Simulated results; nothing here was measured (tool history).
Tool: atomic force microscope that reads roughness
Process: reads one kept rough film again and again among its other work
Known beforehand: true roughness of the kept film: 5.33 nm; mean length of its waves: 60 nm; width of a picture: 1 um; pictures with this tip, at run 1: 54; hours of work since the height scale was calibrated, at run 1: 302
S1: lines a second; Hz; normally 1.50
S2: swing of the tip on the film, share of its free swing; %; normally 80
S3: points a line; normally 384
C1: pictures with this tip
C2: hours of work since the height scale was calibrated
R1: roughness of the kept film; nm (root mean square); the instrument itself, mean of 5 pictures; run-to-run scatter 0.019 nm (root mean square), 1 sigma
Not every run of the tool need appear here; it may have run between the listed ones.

Run 1, day 0.000: usual settings; C1 54; C2 302. Result: R1 4.539 nm (root mean square).
At day 0.333: new tip fitted.
Run 2, day 0.392: usual settings; C1 3; C2 308. Result: R1 4.523 nm (root mean square).
Run 3, day 0.746: usual settings; C1 21; C2 314. Result: R1 4.567 nm (root mean square).
Run 4, day 1.062: usual settings; C1 37; C2 319. Result: R1 4.569 nm (root mean square).
Run 5, day 1.512: usual settings; C1 60; C2 326. Result: R1 4.531 nm (root mean square).
At day 1.746: new tip fitted.
Run 6, day 1.962: usual settings but S2 86 %; C1 11; C2 333. Result: R1 4.390 nm (root mean square).
Run 7, day 2.200: usual settings; C1 23; C2 337. Result: R1 4.525 nm (root mean square).
Run 8, day 2.579: usual settings; C1 43; C2 343. Result: R1 4.580 nm (root mean square).
Run 9, day 2.788: usual settings but S1 1.75 Hz; C1 53; C2 347. Result: R1 4.475 nm (root mean square).
Run 10, day 3.004: usual settings; C1 64; C2 350. Result: R1 4.519 nm (root mean square).
At day 3.129: new tip fitted.
Run 11, day 3.271: usual settings; C1 7; C2 354. Result: R1 4.565 nm (root mean square).
Run 12, day 3.538: usual settings but S2 73 %; C1 21; C2 359. Result: R1 4.706 nm (root mean square).
Run 13, day 3.850: usual settings but S2 73 %; C1 36; C2 364. Result: R1 4.714 nm (root mean square).
Run 14, day 4.267: usual settings but S2 73 %; C1 58; C2 370. Result: R1 4.700 nm (root mean square).
At day 4.529: new tip fitted.
Run 15, day 4.650: usual settings but S2 73 %; C1 6; C2 376. Result: R1 4.709 nm (root mean square).
Run 16, day 4.988: usual settings but S2 73 %; C1 24; C2 382. Result: R1 4.740 nm (root mean square).
Run 17, day 5.433: usual settings but S2 73 %; C1 46; C2 389. Result: R1 4.697 nm (root mean square).
Run 18, day 5.800: usual settings; C1 65; C2 395. Result: R1 4.522 nm (root mean square).
At day 5.912: new tip fitted.
Run 19, day 6.208: usual settings; C1 15; C2 402. Result: R1 4.548 nm (root mean square).
Run 20, day 6.592: usual settings; C1 35; C2 408. Result: R1 4.535 nm (root mean square).
Run 21, day 6.975: usual settings but S3 568; C1 54; C2 414. Result: R1 4.569 nm (root mean square).
Run 22, day 7.183: usual settings; C1 65; C2 418. Result: R1 4.526 nm (root mean square).
At day 7.325: new tip fitted.
Run 23, day 7.442: usual settings; C1 6; C2 421. Result: R1 4.554 nm (root mean square).
Run 24, day 7.846: usual settings; C1 27; C2 428. Result: R1 4.558 nm (root mean square).
Run 25, day 8.208: usual settings; C1 45; C2 434. Result: R1 4.543 nm (root mean square).
Run 26, day 8.492: usual settings; C1 60; C2 439. Result: R1 4.551 nm (root mean square).
At day 8.729: new tip fitted.
Run 27, day 8.900: usual settings; C1 9; C2 445. Result: R1 4.572 nm (root mean square).
Run 28, day 9.229: usual settings but S1 2.04 Hz, S2 71 %; C1 25; C2 450. Result: R1 4.619 nm (root mean square).
Run 29, day 9.500: usual settings but S2 67 %, S3 489; C1 39; C2 455. Result: R1 4.796 nm (root mean square).
Run 30, day 9.829: usual settings but S1 3.21 Hz, S2 68 %, S3 913; C1 56; C2 460. Result: R1 4.481 nm (root mean square).
At day 10.117: new tip fitted.
Run 31, day 10.283: usual settings but S2 63 %, S3 401; C1 8; C2 467. Result: R1 4.888 nm (root mean square).
Run 32, day 10.554: usual settings but S1 0.65 Hz; C1 22; C2 472. Result: R1 4.881 nm (root mean square).
Run 33, day 10.800: usual settings but S1 2.14 Hz, S3 306; C1 35; C2 476. Result: R1 4.359 nm (root mean square).
Run 34, day 11.233: usual settings but S1 2.14 Hz, S3 306; C1 57; C2 483. Result: R1 4.373 nm (root mean square).
At day 11.533: new tip fitted.
Run 35, day 11.675: usual settings but S1 2.14 Hz, S3 306; C1 7; C2 490. Result: R1 4.327 nm (root mean square).
Run 36, day 12.079: usual settings but S1 2.14 Hz, S3 306; C1 28; C2 496. Result: R1 4.337 nm (root mean square).
Run 37, day 12.358: usual settings but S1 2.04 Hz, S2 81 %, S3 275; C1 42; C2 501. Result: R1 4.304 nm (root mean square).
Run 38, day 12.817: usual settings but S1 2.04 Hz, S2 81 %, S3 275; C1 66; C2 508. Result: R1 4.346 nm (root mean square).
At day 12.925: new tip fitted.
Run 39, day 13.029: usual settings but S1 2.04 Hz, S2 81 %, S3 275; C1 5; C2 511. Result: R1 4.371 nm (root mean square).
Run 40, day 13.454: usual settings but S1 2.04 Hz, S2 81 %, S3 275; C1 27; C2 518. Result: R1 4.341 nm (root mean square).
Run 41, day 13.850: usual settings but S1 1.54 Hz, S2 81 %, S3 275; C1 47; C2 525. Result: R1 4.510 nm (root mean square).
Run 42, day 14.192: usual settings but S1 0.75 Hz, S2 69 %, S3 440; C1 65; C2 530. Result: R1 4.928 nm (root mean square).
At day 14.325: new tip fitted.
Run 43, day 14.404: usual settings but S1 1.73 Hz, S2 86 %, S3 722; C1 4; C2 534. Result: R1 4.314 nm (root mean square).
Run 44, day 14.729: usual settings but S1 1.12 Hz, S2 86 %, S3 717; C1 20; C2 539. Result: R1 4.547 nm (root mean square).
Run 45, day 14.942: usual settings but S1 1.12 Hz, S2 86 %, S3 717; C1 31; C2 542. Result: R1 4.535 nm (root mean square).
Run 46, day 15.229: usual settings but S1 0.75 Hz, S2 64 %, S3 516; C1 46; C2 547. Result: R1 5.003 nm (root mean square).
Run 47, day 15.458: usual settings but S1 0.74 Hz, S2 56 %, S3 256; C1 58; C2 551. Result: R1 5.021 nm (root mean square).
At day 15.717: new tip fitted.
Run 48, day 15.938: usual settings but S1 0.66 Hz, S2 84 %, S3 527; C1 11; C2 558. Result: R1 4.792 nm (root mean square).
Run 49, day 16.158: usual settings but S1 2.46 Hz, S2 90 %, S3 527; C1 22; C2 562. Result: R1 3.868 nm (root mean square).
Run 50, day 16.512: usual settings but S1 2.46 Hz, S2 56 %, S3 844; C1 40; C2 568. Result: R1 4.913 nm (root mean square).
Run 51, day 16.717: usual settings but S1 2.81 Hz, S2 56 %, S3 279; C1 51; C2 571. Result: R1 4.819 nm (root mean square).
At day 17.133: new tip fitted.
Run 52, day 17.146: usual settings but S1 2.81 Hz, S2 56 %, S3 279; C1 1; C2 578. Result: R1 4.821 nm (root mean square).
Run 53, day 17.488: usual settings but S1 0.82 Hz, S3 263; C1 18; C2 583. Result: R1 4.784 nm (root mean square).

What differs in the tool's unlogged condition from the final listed run ahead of each entry between runs to the first listed run following it?
Logged between run 1 and run 2: new tip fitted (day 0.333)
  radius of the tip, nm: 7.2 -> 7
Logged between run 5 and run 6: new tip fitted (day 1.746)
  radius of the tip, nm: 7.2 -> 7
Logged between run 10 and run 11: new tip fitted (day 3.129)
  radius of the tip, nm: 7.2 -> 7
Logged between run 14 and run 15: new tip fitted (day 4.529)
  radius of the tip, nm: 7.2 -> 7
Logged between run 18 and run 19: new tip fitted (day 5.912)
  radius of the tip, nm: 7.2 -> 7.1
Logged between run 22 and run 23: new tip fitted (day 7.325)
  radius of the tip, nm: 7.2 -> 7
Logged between run 26 and run 27: new tip fitted (day 8.729)
  radius of the tip, nm: 7.2 -> 7
Logged between run 30 and run 31: new tip fitted (day 10.117)
  radius of the tip, nm: 7.2 -> 7
Logged between run 34 and run 35: new tip fitted (day 11.533)
  radius of the tip, nm: 7.2 -> 7
Logged between run 38 and run 39: new tip fitted (day 12.925)
  radius of the tip, nm: 7.2 -> 7
Logged between run 42 and run 43: new tip fitted (day 14.325)
  radius of the tip, nm: 7.2 -> 7
Logged between run 47 and run 48: new tip fitted (day 15.717)
  radius of the tip, nm: 7.2 -> 7
Logged between run 51 and run 52: new tip fitted (day 17.133)
  radius of the tip, nm: 7.2 -> 7
